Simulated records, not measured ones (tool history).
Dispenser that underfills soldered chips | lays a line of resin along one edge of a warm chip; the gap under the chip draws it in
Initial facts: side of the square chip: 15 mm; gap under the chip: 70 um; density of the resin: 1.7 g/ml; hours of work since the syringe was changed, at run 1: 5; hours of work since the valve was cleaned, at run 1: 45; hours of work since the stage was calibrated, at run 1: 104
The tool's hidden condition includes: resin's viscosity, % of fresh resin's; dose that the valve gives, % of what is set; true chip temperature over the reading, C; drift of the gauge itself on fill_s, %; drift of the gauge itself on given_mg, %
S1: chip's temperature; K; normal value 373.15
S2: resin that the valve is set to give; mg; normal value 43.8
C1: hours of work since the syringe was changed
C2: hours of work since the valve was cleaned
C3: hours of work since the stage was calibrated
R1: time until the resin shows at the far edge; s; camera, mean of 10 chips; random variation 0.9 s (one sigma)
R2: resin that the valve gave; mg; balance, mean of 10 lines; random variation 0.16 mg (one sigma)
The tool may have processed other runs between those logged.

run 1 hour=0.0 | S1=373.15 S2=43.8 | C1=5 C2=45 C3=104 | R1=132.2 R2=43.05
-- hour=2.3 new syringe of resin
run 2 hour=5.2 | S1=373.15 S2=43.8 | C1=2 C2=49 C3=108 | R1=108.9 R2=42.88
-- hour=11.6 new syringe of resin
run 3 hour=13.5 | S1=373.15 S2=43.8 | C1=1 C2=55 C3=114 | R1=98.8 R2=42.72
-- hour=20.9 new syringe of resin
-- hour=22.4 dispensing valve cleaned and set on the balance
run 4 hour=24.0 | S1=363.15 S2=43.8 | C1=2 C2=1 C3=121 | R1=153.3 R2=43.83
-- hour=31.8 new syringe of resin
run 5 hour=33.8 | S1=363.15 S2=43.8 | C1=2 C2=9 C3=129 | R1=150.7 R2=43.51
run 6 hour=38.2 | S1=373.15 S2=43.8 | C1=5 C2=12 C3=132 | R1=128.9 R2=43.33
-- hour=41.0 new syringe of resin
run 7 hour=43.3 | S1=373.15 S2=43.8 | C1=2 C2=16 C3=136 | R1=98.1 R2=43.34
-- hour=50.6 new syringe of resin
run 8 hour=52.8 | S1=373.15 S2=43.8 | C1=2 C2=23 C3=143 | R1=101.3 R2=43.32
run 9 hour=57.5 | S1=373.15 S2=47.1 | C1=5 C2=26 C3=146 | R1=135.8 R2=46.53
-- hour=60.5 new syringe of resin
run 10 hour=68.5 | S1=378.15 S2=42.3 | C1=6 C2=35 C3=155 | R1=118.3 R2=41.68
-- hour=70.3 new syringe of resin
run 11 hour=74.4 | S1=378.15 S2=42.3 | C1=3 C2=39 C3=159 | R1=94.1 R2=41.34
-- hour=80.2 new syringe of resin
run 12 hour=80.5 | S1=387.15 S2=41.9 | C1=0 C2=43 C3=163 | R1=52.7 R2=40.88
run 13 hour=85.6 | S1=366.15 S2=42.2 | C1=4 C2=47 C3=167 | R1=169.8 R2=41.20
-- hour=89.5 new syringe of resin
run 14 hour=96.5 | S1=366.15 S2=42.2 | C1=5 C2=56 C3=176 | R1=186.0 R2=41.16

Branching from run 14: 3 alternative next runs. What would each branch give?
-- hour=98.8 new syringe of resin
-- hour=104.9 dispensing valve cleaned and set on the balance
run A hour=107.6 | S1=360.15 S2=43.9 | C1=6 C2=2 C3=183 | R1=? R2=?
-- hour=98.8 new syringe of resin
-- hour=104.9 dispensing valve cleaned and set on the balance
run B hour=107.6 | S1=374.15 S2=51.5 | C1=6 C2=2 C3=183 | R1=? R2=?
-- hour=98.8 new syringe of resin
-- hour=104.9 dispensing valve cleaned and set on the balance
run C hour=107.6 | S1=360.15 S2=43.8 | C1=6 C2=2 C3=183 | R1=? R2=?

run=A R1=252.2 R2=43.96
run=B R1=137.6 R2=51.82
run=C R1=253.8 R2=43.91
Without the tool's hidden state the same runs would have given:
run=A R1=145.7 R2=43.86
run=B R1=80.0 R2=51.70
run=C R1=146.8 R2=43.81
